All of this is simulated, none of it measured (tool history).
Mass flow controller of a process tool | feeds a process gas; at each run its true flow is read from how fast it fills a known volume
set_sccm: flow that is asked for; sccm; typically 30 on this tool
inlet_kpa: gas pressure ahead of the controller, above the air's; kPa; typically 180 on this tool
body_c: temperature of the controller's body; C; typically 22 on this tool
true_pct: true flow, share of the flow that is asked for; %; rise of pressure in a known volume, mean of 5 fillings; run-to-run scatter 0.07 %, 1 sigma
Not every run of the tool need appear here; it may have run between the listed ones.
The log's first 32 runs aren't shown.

run,hour,set_sccm,inlet_kpa,body_c,hours of work since the controller was set to zero,hours of work since the controller was changed,true_pct
33,12058.4,39,205,20,6246,6246,98.47
34,12358.5,94,227,35,6402,6402,100.57
35,12755.9,94,227,35,6608,6608,100.64
36,13002.3,94,227,28,6735,6735,100.13
# hour 13241.6: controller's zero set anew
37,13393.7,94,227,28,79,6938,100.02
38,13950.0,94,227,28,367,7226,99.99
39,14208.3,94,227,28,501,7360,100.02
40,14642.8,94,227,28,726,7585,100.11
41,15043.3,94,227,28,933,7792,100.04
42,15387.4,94,227,28,1112,7970,100.09
43,15631.3,94,199,28,1238,8097,99.97
44,16154.3,57,211,23,1509,8368,99.14
45,16404.7,24,180,32,1638,8497,99.31
46,16652.3,27,152,32,1767,8626,99.46
47,17098.1,23,180,34,1998,8857,99.43

Alternative continuations, all from the tool just after run 47; predict every row:
A,17502.5,30,193,22,2207,9066,?
B,17502.5,30,262,22,2207,9066,?
C,17502.5,23,149,21,2207,9066,?

run,true_pct
A,98.47
B,98.39
C,98.40
Had the tool no hidden state, the same runs would have come out as:
run,true_pct
A,98.49
B,98.42
C,98.43

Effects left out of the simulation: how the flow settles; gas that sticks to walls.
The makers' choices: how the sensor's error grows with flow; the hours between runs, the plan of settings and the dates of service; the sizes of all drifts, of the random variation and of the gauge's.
